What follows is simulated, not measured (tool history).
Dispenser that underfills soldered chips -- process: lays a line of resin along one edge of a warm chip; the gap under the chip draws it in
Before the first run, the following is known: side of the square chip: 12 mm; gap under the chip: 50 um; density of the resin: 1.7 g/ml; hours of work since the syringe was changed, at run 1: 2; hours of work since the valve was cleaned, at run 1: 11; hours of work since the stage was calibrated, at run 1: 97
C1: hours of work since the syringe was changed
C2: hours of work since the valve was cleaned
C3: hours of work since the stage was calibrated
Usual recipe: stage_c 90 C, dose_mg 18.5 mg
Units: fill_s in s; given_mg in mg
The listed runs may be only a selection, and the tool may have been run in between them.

Run 1, hour 0: usual settings; C1 2; C2 11; C3 97. Result: fill_s 263.2 s, given_mg 18.28 mg.
At hour 12.2: new syringe of resin.
Run 2, hour 12.2: usual settings but dose_mg 19.6 mg; C1 0; C2 19; C3 104. Result: fill_s 225.2 s, given_mg 19.21 mg.
Run 3, hour 24.4: usual settings but dose_mg 19.6 mg; C1 7; C2 26; C3 112. Result: fill_s 377.3 s, given_mg 19.22 mg.
At hour 27.4: new syringe of resin.
Run 4, hour 32.9: usual settings but dose_mg 19.6 mg; C1 3; C2 31; C3 117. Result: fill_s 285.1 s, given_mg 19.28 mg.
At hour 42.9: new syringe of resin.
Run 5, hour 43.5: usual settings but dose_mg 19.6 mg; C1 0; C2 37; C3 123. Result: fill_s 232.7 s, given_mg 19.08 mg.
Run 6, hour 48.5: usual settings but stage_c 95 C; C1 3; C2 41; C3 126. Result: fill_s 248.3 s, given_mg 17.93 mg.
Run 7, hour 55.1: usual settings but stage_c 95 C; C1 7; C2 45; C3 130. Result: fill_s 318.4 s, given_mg 17.89 mg.
At hour 58.1: new syringe of resin.
Run 8, hour 67.4: usual settings but stage_c 95 C; C1 6; C2 52; C3 138. Result: fill_s 285.1 s, given_mg 17.92 mg.
At hour 73.8: new syringe of resin.
Run 9, hour 79.1: usual settings but stage_c 95 C; C1 3; C2 59; C3 145. Result: fill_s 240.4 s, given_mg 17.78 mg.
At hour 89: new syringe of resin.
Run 10, hour 90.8: usual settings but stage_c 95 C; C1 1; C2 66; C3 152. Result: fill_s 208.5 s, given_mg 17.69 mg.
Run 11, hour 100.4: usual settings but stage_c 95 C; C1 7; C2 72; C3 158. Result: fill_s 304 s, given_mg 17.41 mg.
At hour 104.8: new syringe of resin.
Run 12, hour 112.8: usual settings but stage_c 95 C; C1 5; C2 79; C3 165. Result: fill_s 269.7 s, given_mg 17.37 mg.
Run 13, hour 119.6: usual settings but dose_mg 16.8 mg; C1 9; C2 84; C3 170. Result: fill_s 424.6 s, given_mg 15.63 mg.
At hour 120.7: new syringe of resin.
Run 14, hour 130.9: usual settings but dose_mg 20.3 mg; C1 6; C2 91; C3 176. Result: fill_s 350.7 s, given_mg 18.89 mg.
At hour 136.7: new syringe of resin.
Run 15, hour 138.1: usual settings but stage_c 99 C; C1 1; C2 95; C3 181. Result: fill_s 178.3 s, given_mg 17.18 mg.
Run 16, hour 147.5: usual settings but stage_c 99 C; C1 7; C2 101; C3 186. Result: fill_s 266.4 s, given_mg 17.08 mg.
At hour 152.1: dispensing valve cleaned and set on the balance.
At hour 153.4: new syringe of resin.
Run 17, hour 155.3: usual settings but dose_mg 17 mg; C1 1; C2 2; C3 190. Result: fill_s 246.8 s, given_mg 16.95 mg.
Run 18, hour 167.5: usual settings but dose_mg 22.5 mg; C1 9; C2 9; C3 198. Result: fill_s 389.1 s, given_mg 22.21 mg.
At hour 168.9: new syringe of resin.
Run 19, hour 174.8: usual settings but stage_c 75 C, dose_mg 16.5 mg; C1 4; C2 14; C3 202. Result: fill_s 470.1 s, given_mg 16.35 mg.
Run 20, hour 179.8: usual settings but stage_c 75 C, dose_mg 16.5 mg; C1 7; C2 17; C3 205. Result: fill_s 593.4 s, given_mg 16.25 mg.
At hour 184.8: new syringe of resin.
Run 21, hour 192.2: usual settings but stage_c 75 C, dose_mg 16.5 mg; C1 5; C2 24; C3 213. Result: fill_s 519.5 s, given_mg 16.19 mg.
At hour 200.8: new syringe of resin.
Run 22, hour 202.3: usual settings but stage_c 97 C, dose_mg 21.8 mg; C1 1; C2 30; C3 219. Result: fill_s 186 s, given_mg 21.24 mg.
Run 23, hour 207.8: usual settings but stage_c 92 C, dose_mg 17.8 mg; C1 4; C2 34; C3 222. Result: fill_s 278.7 s, given_mg 17.11 mg.
At hour 216: new syringe of resin.
Run 24, hour 218: usual settings but stage_c 92 C, dose_mg 17.8 mg; C1 1; C2 40; C3 228. Result: fill_s 233 s, given_mg 17.15 mg.
Run 25, hour 229: usual settings but stage_c 103 C, dose_mg 19.5 mg; C1 8; C2 47; C3 235. Result: fill_s 252.7 s, given_mg 18.85 mg.
At hour 231.2: new syringe of resin.
Run 26, hour 239.6: usual settings but stage_c 97 C, dose_mg 19.1 mg; C1 5; C2 53; C3 241. Result: fill_s 252.8 s, given_mg 18.38 mg.
At hour 246.7: new syringe of resin.
Run 27, hour 251.6: usual settings but stage_c 94 C, dose_mg 17.4 mg; C1 3; C2 60; C3 249. Result: fill_s 244.4 s, given_mg 16.69 mg.
Run 28, hour 260: usual settings but stage_c 94 C, dose_mg 17.4 mg; C1 8; C2 65; C3 254. Result: fill_s 349.4 s, given_mg 16.59 mg.
At hour 262.6: new syringe of resin.
Run 29, hour 267.8: usual settings but dose_mg 21.3 mg; C1 3; C2 70; C3 259. Result: fill_s 271.2 s, given_mg 20.27 mg.
At hour 278: new syringe of resin.
Run 30, hour 279.8: usual settings but stage_c 105 C, dose_mg 23.5 mg; C1 1; C2 77; C3 266. Result: fill_s 146 s, given_mg 22.05 mg.
Run 31, hour 287: usual settings but stage_c 94 C, dose_mg 21.2 mg; C1 6; C2 82; C3 270. Result: fill_s 278.6 s, given_mg 19.98 mg.
At hour 293.9: new syringe of resin.
Run 32, hour 298: usual settings but stage_c 76 C, dose_mg 19.9 mg; C1 3; C2 88; C3 277. Result: fill_s 422.3 s, given_mg 18.55 mg.
At hour 309.4: new syringe of resin.
Run 33, hour 309.7: usual settings but stage_c 93 C, dose_mg 19.9 mg; C1 0; C2 95; C3 284. Result: fill_s 203.5 s, given_mg 18.54 mg.
Run 34, hour 316.3: usual settings but stage_c 93 C, dose_mg 19.9 mg; C1 4; C2 99; C3 288. Result: fill_s 266.6 s, given_mg 18.36 mg.
At hour 322.5: dispensing valve cleaned and set on the balance.
Run 35, hour 325.1: usual settings but stage_c 97 C, dose_mg 18.9 mg; C1 9; C2 2; C3 293. Result: fill_s 323.7 s, given_mg 18.8 mg.

Consider 3 possible next runs. They are alternatives, not a sequence: every one starts from the tool as it was left by run 35. What does each give?
At hour 326.5: new syringe of resin.
Run A, hour 335.3: usual settings but stage_c 97 C, dose_mg 15.9 mg; C1 5; C2 8; C3 299. Result: fill_s ?, given_mg ?.
At hour 326.5: new syringe of resin.
Run B, hour 335.3: usual settings but stage_c 76 C, dose_mg 23.8 mg; C1 5; C2 8; C3 299. Result: fill_s ?, given_mg ?.
At hour 326.5: new syringe of resin.
Run C, hour 335.3: usual settings but stage_c 78 C, dose_mg 20.5 mg; C1 5; C2 8; C3 299. Result: fill_s ?, given_mg ?.

run  fill_s  given_mg
  A   271.1     15.77
  B   498.9     23.53
  C   471.8     20.38
With no hidden state in the tool, these same runs would have given:
run  fill_s  given_mg
  A   194.1     15.87
  B   359.3     23.67
  C   339.7      20.5
